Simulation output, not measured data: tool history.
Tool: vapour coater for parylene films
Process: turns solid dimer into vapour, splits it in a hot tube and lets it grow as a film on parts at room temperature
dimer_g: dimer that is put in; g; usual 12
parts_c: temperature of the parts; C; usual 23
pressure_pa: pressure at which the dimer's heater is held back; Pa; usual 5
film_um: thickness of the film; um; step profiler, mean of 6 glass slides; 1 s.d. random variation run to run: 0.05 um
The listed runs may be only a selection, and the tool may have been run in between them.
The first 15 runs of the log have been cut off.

run   hour  dimer_g  parts_c  pressure_pa  film_um
 16  176.4       12       15            5     7.45
 17  188.8       12       23            5     5.61
     190.8  -- table's thermometer calibrated
 18  200.9       12       23            5     5.65
 19  210.4       12       23            5     5.66
     218.7  -- trap's valve overhauled
     220.6  -- table's thermometer calibrated, once more
 20  223.3       12       35         9.77     3.83
 21  233.1        7       19            5     4.17
 22  240.3        7       33            5     2.63
 23  247.1        6       18        11.26     3.28
 24  258.8        8       21            5     4.49
 25  270.8       12       20            5     6.88
 26  279.3       12       20            5     6.88
 27  292.4       20       20        11.92     9.99
 28  300.4        8       16         4.68     5.19
 29  314.2        5       16         3.83      3.3
 30    324        5       16         3.83     3.38
 31  332.1       12       16         2.06     8.85
 32  344.3       18       35        11.36     5.48
 33  356.3        8       22        10.07     3.78

Estimate the outcome of run 34 from the log above:
 34  367.8       12       27         4.08        ?

Run 34 produced film_um 5.51 um.
Take away the tool's hidden state, keep the run-to-run variation as it was, and the same run would have given film_um 5.63 um.

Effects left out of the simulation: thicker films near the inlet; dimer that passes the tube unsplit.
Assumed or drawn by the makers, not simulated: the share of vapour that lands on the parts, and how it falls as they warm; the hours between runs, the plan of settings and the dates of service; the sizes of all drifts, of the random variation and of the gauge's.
